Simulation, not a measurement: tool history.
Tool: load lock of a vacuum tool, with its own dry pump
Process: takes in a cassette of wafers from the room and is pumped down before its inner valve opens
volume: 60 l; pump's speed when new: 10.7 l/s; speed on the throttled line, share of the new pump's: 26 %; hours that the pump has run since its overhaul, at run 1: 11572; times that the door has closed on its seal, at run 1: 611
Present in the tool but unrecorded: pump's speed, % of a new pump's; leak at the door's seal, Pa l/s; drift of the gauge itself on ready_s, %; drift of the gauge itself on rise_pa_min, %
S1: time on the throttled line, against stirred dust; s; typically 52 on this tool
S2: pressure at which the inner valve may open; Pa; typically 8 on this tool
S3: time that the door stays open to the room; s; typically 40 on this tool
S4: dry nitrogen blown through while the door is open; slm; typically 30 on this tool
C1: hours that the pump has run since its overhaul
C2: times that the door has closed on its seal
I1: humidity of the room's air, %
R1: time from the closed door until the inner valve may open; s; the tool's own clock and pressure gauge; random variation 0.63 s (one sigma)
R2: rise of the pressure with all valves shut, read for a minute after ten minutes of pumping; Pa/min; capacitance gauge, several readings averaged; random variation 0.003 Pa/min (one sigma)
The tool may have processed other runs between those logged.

run 1 hour=0 | S1=52 S2=8 S3=40 S4=30 | C1=11572 C2=611 | I1=45.5 | R1=96.2 R2=0.018
run 2 hour=172.6 | S1=52 S2=8 S3=40 S4=30 | C1=11745 C2=1035 | I1=40.9 | R1=96.5 R2=0.016
run 3 hour=378.7 | S1=52 S2=8 S3=40 S4=30 | C1=11951 C2=1541 | I1=45.9 | R1=95.7 R2=0.018
run 4 hour=640 | S1=52 S2=8 S3=40 S4=30 | C1=12212 C2=2182 | I1=45.4 | R1=96.3 R2=0.023
run 5 hour=859.3 | S1=52 S2=8 S3=40 S4=30 | C1=12432 C2=2721 | I1=44.9 | R1=95.2 R2=0.026
run 6 hour=995.4 | S1=52 S2=8 S3=40 S4=30 | C1=12568 C2=3055 | I1=47.7 | R1=95.9 R2=0.017
run 7 hour=1127.4 | S1=52 S2=8 S3=40 S4=30 | C1=12700 C2=3379 | I1=45.2 | R1=96.2 R2=0.019
run 8 hour=1336.1 | S1=52 S2=8 S3=40 S4=30 | C1=12909 C2=3891 | I1=45.2 | R1=97.6 R2=0.022
run 9 hour=1590.9 | S1=52 S2=8 S3=40 S4=30 | C1=13163 C2=4516 | I1=43 | R1=97.6 R2=0.018
run 10 hour=1828.3 | S1=52 S2=8 S3=40 S4=30 | C1=13401 C2=5099 | I1=45.7 | R1=96.2 R2=0.027
run 11 hour=2100.7 | S1=52 S2=8 S3=40 S4=30 | C1=13673 C2=5768 | I1=45.7 | R1=96.7 R2=0.025
run 12 hour=2332 | S1=52 S2=8 S3=40 S4=30 | C1=13904 C2=6335 | I1=45.3 | R1=97 R2=0.022
run 13 hour=2458.4 | S1=52 S2=8 S3=40 S4=30 | C1=14031 C2=6646 | I1=47.6 | R1=96.6 R2=0.028
run 14 hour=2662.4 | S1=52 S2=8 S3=40 S4=30 | C1=14235 C2=7147 | I1=46.4 | R1=98 R2=0.023
run 15 hour=2933.4 | S1=52 S2=8 S3=40 S4=30 | C1=14506 C2=7812 | I1=43.9 | R1=96.9 R2=0.026
run 16 hour=3170.4 | S1=52 S2=8 S3=40 S4=30 | C1=14743 C2=8393 | I1=44 | R1=97.4 R2=0.027
run 17 hour=3303.6 | S1=52 S2=8 S3=40 S4=30 | C1=14876 C2=8721 | I1=40.9 | R1=97.2 R2=0.027
run 18 hour=3530.9 | S1=52 S2=8 S3=40 S4=30 | C1=15103 C2=9278 | I1=46.4 | R1=97.4 R2=0.03
run 19 hour=3793.8 | S1=52 S2=9 S3=40 S4=13 | C1=15366 C2=9924 | I1=43.8 | R1=97.3 R2=0.033
run 20 hour=4037.9 | S1=52 S2=9 S3=92 S4=28 | C1=15610 C2=10523 | I1=43.8 | R1=97.8 R2=0.036
run 21 hour=4292.8 | S1=38 S2=8 S3=40 S4=30 | C1=15865 C2=11149 | I1=42.3 | R1=88.6 R2=0.031
run 22 hour=4519 | S1=52 S2=8 S3=40 S4=16 | C1=16092 C2=11704 | I1=42.4 | R1=99 R2=0.033
run 23 hour=4638.4 | S1=52 S2=8 S3=40 S4=16 | C1=16211 C2=11997 | I1=44 | R1=99 R2=0.04
run 24 hour=4905.2 | S1=45 S2=16 S3=55 S4=9 | C1=16478 C2=12652 | I1=46.7 | R1=89.6 R2=0.048
run 25 hour=5091.1 | S1=45 S2=16 S3=55 S4=9 | C1=16664 C2=13108 | I1=45.8 | R1=88.9 R2=0.045
run 26 hour=5249.8 | S1=52 S2=14 S3=40 S4=30 | C1=16822 C2=13498 | I1=44.1 | R1=93.9 R2=0.035
run 27 hour=5369.5 | S1=38 S2=14 S3=111 S4=43 | C1=16942 C2=13792 | I1=43.9 | R1=85.4 R2=0.04
run 28 hour=5617.8 | S1=52 S2=15 S3=72 S4=6 | C1=17190 C2=14401 | I1=42.5 | R1=94.9 R2=0.053
run 29 hour=5736.7 | S1=83 S2=8 S3=40 S4=22 | C1=17309 C2=14693 | I1=44.9 | R1=120.8 R2=0.042
run 30 hour=6009.4 | S1=27 S2=12 S3=28 S4=10 | C1=17582 C2=15362 | I1=46.3 | R1=79.6 R2=0.037
run 31 hour=6262.5 | S1=27 S2=12 S3=28 S4=10 | C1=17835 C2=15984 | I1=46.6 | R1=79.1 R2=0.042
run 32 hour=6438 | S1=27 S2=12 S3=28 S4=10 | C1=18010 C2=16414 | I1=42.7 | R1=78.5 R2=0.043
run 33 hour=6580.3 | S1=27 S2=12 S3=28 S4=10 | C1=18153 C2=16764 | I1=47.7 | R1=79.5 R2=0.045
run 34 hour=6708.2 | S1=52 S2=8 S3=40 S4=15 | C1=18281 C2=17078 | I1=43.7 | R1=100.8 R2=0.05
run 35 hour=6828.9 | S1=46 S2=8 S3=44 S4=34 | C1=18401 C2=17374 | I1=44.1 | R1=96.3 R2=0.046
run 36 hour=6960.5 | S1=46 S2=8 S3=44 S4=34 | C1=18533 C2=17697 | I1=41.9 | R1=95.3 R2=0.046

What if the next run were any one of these 5? Each begins from the tool's condition after run 36:
run A hour=7095.6 | S1=52 S2=7 S3=40 S4=30 | C1=18668 C2=18029 | I1=44.8 | R1=? R2=?
run B hour=7095.6 | S1=44 S2=8 S3=79 S4=9 | C1=18668 C2=18029 | I1=46.2 | R1=? R2=?
run C hour=7095.6 | S1=52 S2=15 S3=236 S4=32 | C1=18668 C2=18029 | I1=46.3 | R1=? R2=?
run D hour=7095.6 | S1=52 S2=16 S3=71 S4=30 | C1=18668 C2=18029 | I1=43.3 | R1=? R2=?
run E hour=7095.6 | S1=52 S2=8 S3=190 S4=12 | C1=18668 C2=18029 | I1=45 | R1=? R2=?

run=A R1=101.3 R2=0.039
run=B R1=95.3 R2=0.066
run=C R1=96.1 R2=0.062
run=D R1=95.9 R2=0.052
run=E R1=99.7 R2=0.071
Had the tool no hidden state, the same runs would have come out as:
run=A R1=93.5 R2=0.011
run=B R1=87.2 R2=0.037
run=C R1=89.2 R2=0.033
run=D R1=89.1 R2=0.024
run=E R1=92.1 R2=0.042
